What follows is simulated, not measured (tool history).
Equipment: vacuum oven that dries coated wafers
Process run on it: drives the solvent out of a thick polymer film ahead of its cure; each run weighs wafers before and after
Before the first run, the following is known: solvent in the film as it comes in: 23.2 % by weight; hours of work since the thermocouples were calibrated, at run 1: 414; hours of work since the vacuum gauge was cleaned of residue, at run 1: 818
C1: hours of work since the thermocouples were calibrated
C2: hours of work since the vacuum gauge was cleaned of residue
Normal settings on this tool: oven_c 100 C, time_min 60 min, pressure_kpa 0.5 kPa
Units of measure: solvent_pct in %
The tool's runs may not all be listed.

{"run": 1, "hour": 0.0, "oven_c": 100, "time_min": 60, "pressure_kpa": 0.5, "C1": 414, "C2": 818, "solvent_pct": 5.4}
{"run": 2, "hour": 12.8, "oven_c": 100, "time_min": 60, "pressure_kpa": 0.81, "C1": 419, "C2": 823, "solvent_pct": 5.66}
{"run": 3, "hour": 36.1, "oven_c": 100, "time_min": 60, "pressure_kpa": 0.81, "C1": 428, "C2": 833, "solvent_pct": 5.7}
{"run": 4, "hour": 56.9, "oven_c": 100, "time_min": 60, "pressure_kpa": 0.323, "C1": 437, "C2": 841, "solvent_pct": 5.51}
{"run": 5, "hour": 81.8, "oven_c": 100, "time_min": 60, "pressure_kpa": 0.5, "C1": 447, "C2": 852, "solvent_pct": 5.48}
{"run": 6, "hour": 107.2, "oven_c": 111, "time_min": 60, "pressure_kpa": 0.5, "C1": 457, "C2": 862, "solvent_pct": 2.65}
{"run": 7, "hour": 127.3, "oven_c": 92, "time_min": 60, "pressure_kpa": 0.5, "C1": 466, "C2": 870, "solvent_pct": 7.89}
{"run": 8, "hour": 153.9, "oven_c": 97, "time_min": 60, "pressure_kpa": 0.5, "C1": 476, "C2": 881, "solvent_pct": 6.5}
{"run": 9, "hour": 169.7, "oven_c": 100, "time_min": 60, "pressure_kpa": 0.5, "C1": 483, "C2": 887, "solvent_pct": 5.47}
{"run": 10, "hour": 196.2, "oven_c": 100, "time_min": 60, "pressure_kpa": 0.5, "C1": 494, "C2": 898, "solvent_pct": 5.49}
{"run": 11, "hour": 212.3, "oven_c": 100, "time_min": 60, "pressure_kpa": 0.5, "C1": 500, "C2": 905, "solvent_pct": 5.51}
{"run": 12, "hour": 240.1, "oven_c": 100, "time_min": 60, "pressure_kpa": 0.5, "C1": 512, "C2": 916, "solvent_pct": 5.56}
{"run": 13, "hour": 259.4, "oven_c": 100, "time_min": 60, "pressure_kpa": 0.5, "C1": 519, "C2": 924, "solvent_pct": 5.52}
{"run": 14, "hour": 276.2, "oven_c": 100, "time_min": 60, "pressure_kpa": 0.5, "C1": 526, "C2": 931, "solvent_pct": 5.47}
{"run": 15, "hour": 299.9, "oven_c": 97, "time_min": 60, "pressure_kpa": 0.5, "C1": 536, "C2": 940, "solvent_pct": 6.43}
{"run": 16, "hour": 326.7, "oven_c": 97, "time_min": 60, "pressure_kpa": 0.5, "C1": 547, "C2": 951, "solvent_pct": 6.38}
{"run": 17, "hour": 339.6, "oven_c": 97, "time_min": 60, "pressure_kpa": 0.5, "C1": 552, "C2": 957, "solvent_pct": 6.48}
{"run": 18, "hour": 357.0, "oven_c": 97, "time_min": 60, "pressure_kpa": 0.5, "C1": 559, "C2": 964, "solvent_pct": 6.49}
{"run": 19, "hour": 380.2, "oven_c": 100, "time_min": 97, "pressure_kpa": 0.5, "C1": 569, "C2": 973, "solvent_pct": 2.62}
{"run": 20, "hour": 404.7, "oven_c": 100, "time_min": 60, "pressure_kpa": 0.5, "C1": 579, "C2": 983, "solvent_pct": 5.48}
{"run": 21, "hour": 417.5, "oven_c": 100, "time_min": 60, "pressure_kpa": 0.5, "C1": 584, "C2": 988, "solvent_pct": 5.46}
{"run": 22, "hour": 431.4, "oven_c": 100, "time_min": 60, "pressure_kpa": 0.5, "C1": 590, "C2": 994, "solvent_pct": 5.57}
{"run": 23, "hour": 448.5, "oven_c": 100, "time_min": 60, "pressure_kpa": 0.5, "C1": 596, "C2": 1001, "solvent_pct": 5.65}
{"run": 24, "hour": 476.5, "oven_c": 100, "time_min": 80, "pressure_kpa": 1.303, "C1": 608, "C2": 1012, "solvent_pct": 3.94}
{"run": 25, "hour": 499.8, "oven_c": 100, "time_min": 80, "pressure_kpa": 1.303, "C1": 617, "C2": 1022, "solvent_pct": 4.01}
{"run": 26, "hour": 519.9, "oven_c": 113, "time_min": 63, "pressure_kpa": 0.5, "C1": 626, "C2": 1030, "solvent_pct": 2.03}
{"run": 27, "hour": 543.8, "oven_c": 110, "time_min": 60, "pressure_kpa": 0.5, "C1": 635, "C2": 1040, "solvent_pct": 2.86}
{"run": 28, "hour": 565.9, "oven_c": 110, "time_min": 60, "pressure_kpa": 0.5, "C1": 644, "C2": 1049, "solvent_pct": 2.81}
{"run": 29, "hour": 588.8, "oven_c": 100, "time_min": 35, "pressure_kpa": 0.787, "C1": 654, "C2": 1058, "solvent_pct": 9.24}
{"run": 30, "hour": 610.8, "oven_c": 111, "time_min": 38, "pressure_kpa": 0.5, "C1": 663, "C2": 1067, "solvent_pct": 5.5}
{"run": 31, "hour": 634.1, "oven_c": 111, "time_min": 34, "pressure_kpa": 0.5, "C1": 672, "C2": 1077, "solvent_pct": 6.14}
{"run": 32, "hour": 648.0, "oven_c": 100, "time_min": 93, "pressure_kpa": 0.694, "C1": 678, "C2": 1082, "solvent_pct": 2.88}
{"run": 33, "hour": 670.8, "oven_c": 95, "time_min": 60, "pressure_kpa": 0.767, "C1": 687, "C2": 1091, "solvent_pct": 7.21}
{"run": 34, "hour": 694.3, "oven_c": 95, "time_min": 60, "pressure_kpa": 0.767, "C1": 697, "C2": 1101, "solvent_pct": 7.02}
{"run": 35, "hour": 712.6, "oven_c": 87, "time_min": 98, "pressure_kpa": 0.767, "C1": 704, "C2": 1109, "solvent_pct": 6.33}
{"run": 36, "hour": 738.1, "oven_c": 90, "time_min": 33, "pressure_kpa": 0.57, "C1": 714, "C2": 1119, "solvent_pct": 12.2}
{"run": 37, "hour": 757.8, "oven_c": 90, "time_min": 84, "pressure_kpa": 0.287, "C1": 722, "C2": 1127, "solvent_pct": 6.24}
{"run": 38, "hour": 776.0, "oven_c": 101, "time_min": 60, "pressure_kpa": 0.866, "C1": 730, "C2": 1134, "solvent_pct": 5.32}

Estimate the outcome of run 39 from the log above:
{"run": 39, "hour": 799.7, "oven_c": 107, "time_min": 66, "pressure_kpa": 0.346, "C1": 740, "C2": 1144, "solvent_pct": "?"}

solvent_pct: 3.02 %
With no hidden state in the tool, this same run would have given solvent_pct 3.02 %.
